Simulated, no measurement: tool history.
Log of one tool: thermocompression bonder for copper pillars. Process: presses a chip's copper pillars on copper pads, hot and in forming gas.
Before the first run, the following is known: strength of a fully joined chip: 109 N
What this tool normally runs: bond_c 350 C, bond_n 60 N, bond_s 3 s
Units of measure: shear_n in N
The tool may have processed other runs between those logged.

Run 1, day 0: usual settings. Result: shear_n 50.3 N.
Run 2, day 0.404: usual settings but bond_c 371 C. Result: shear_n 62.9 N.
Run 3, day 0.783: usual settings but bond_n 77 N. Result: shear_n 61.1 N.
Run 4, day 1.146: usual settings but bond_n 45 N. Result: shear_n 40.6 N.
Run 5, day 1.425: usual settings. Result: shear_n 51.6 N.
Run 6, day 1.592: usual settings. Result: shear_n 52 N.
Run 7, day 1.821: usual settings. Result: shear_n 52 N.
Run 8, day 2.138: usual settings. Result: shear_n 51.3 N.
Run 9, day 2.458: usual settings. Result: shear_n 52.3 N.
Run 10, day 2.671: usual settings. Result: shear_n 52.3 N.
At day 2.796: forming gas filter changed.
Run 11, day 2.921: usual settings. Result: shear_n 51 N.
Run 12, day 3.121: usual settings. Result: shear_n 52.9 N.
Run 13, day 3.333: usual settings. Result: shear_n 51.7 N.
Run 14, day 3.65: usual settings. Result: shear_n 51.4 N.
Run 15, day 3.862: usual settings. Result: shear_n 51.7 N.
Run 16, day 4.138: usual settings. Result: shear_n 50.7 N.
Run 17, day 4.325: usual settings. Result: shear_n 51.6 N.
Run 18, day 4.604: usual settings. Result: shear_n 51.8 N.
Run 19, day 4.825: usual settings. Result: shear_n 52.4 N.
Run 20, day 5.188: usual settings. Result: shear_n 52 N.
Run 21, day 5.45: usual settings but bond_c 324 C, bond_n 87 N. Result: shear_n 52.5 N.
Run 22, day 5.633: usual settings but bond_c 326 C, bond_n 41 N, bond_s 7 s. Result: shear_n 38.6 N.
Run 23, day 5.954: usual settings but bond_c 374 C, bond_n 41 N, bond_s 5 s. Result: shear_n 58.2 N.
Run 24, day 6.212: usual settings but bond_c 374 C, bond_n 41 N, bond_s 5 s. Result: shear_n 58.5 N.
Run 25, day 6.521: usual settings but bond_c 345 C, bond_n 59 N. Result: shear_n 48.9 N.
Run 26, day 6.875: usual settings but bond_c 363 C, bond_s 4 s. Result: shear_n 64.2 N.
Run 27, day 7.058: usual settings but bond_c 371 C, bond_n 58 N. Result: shear_n 61.9 N.
Run 28, day 7.425: usual settings but bond_c 371 C, bond_n 58 N. Result: shear_n 61.8 N.
Run 29, day 7.742: usual settings but bond_c 325 C. Result: shear_n 39.2 N.
Run 30, day 8.088: usual settings but bond_c 372 C, bond_n 45 N, bond_s 4 s. Result: shear_n 57.2 N.
Run 31, day 8.425: usual settings but bond_c 372 C, bond_n 45 N, bond_s 4 s. Result: shear_n 56.9 N.
Run 32, day 8.725: usual settings but bond_c 361 C, bond_n 50 N. Result: shear_n 51 N.
Run 33, day 8.95: usual settings but bond_c 347 C, bond_n 50 N, bond_s 6 s. Result: shear_n 54.1 N.
Run 34, day 9.175: usual settings but bond_c 351 C, bond_n 86 N, bond_s 8 s. Result: shear_n 85.5 N.
Run 35, day 9.521: usual settings but bond_c 351 C, bond_n 86 N, bond_s 8 s. Result: shear_n 85.6 N.
Run 36, day 9.779: usual settings but bond_c 351 C, bond_n 86 N, bond_s 8 s. Result: shear_n 86.3 N.
Run 37, day 10.029: usual settings but bond_n 50 N. Result: shear_n 44.3 N.
Run 38, day 10.3: usual settings but bond_n 50 N. Result: shear_n 43.8 N.
Run 39, day 10.483: usual settings but bond_n 50 N. Result: shear_n 45.3 N.

Each row is a separate what-if for the run after 39, all from the same tool condition, not one after another. Results?
Run A, day 10.729: usual settings but bond_s 8 s. Result: shear_n ?.
Run B, day 10.729: usual settings but bond_c 339 C, bond_s 2 s. Result: shear_n ?.
Run C, day 10.729: usual settings but bond_c 328 C, bond_n 83 N, bond_s 2 s. Result: shear_n ?.
Run D, day 10.729: usual settings but bond_n 82 N. Result: shear_n ?.

run  shear_n
  A     71.7
  B     38.4
  C     45.8
  D     64.6
With no hidden state in the tool, these same runs would have given:
run  shear_n
  A     71.7
  B     38.4
  C     45.8
  D     64.6
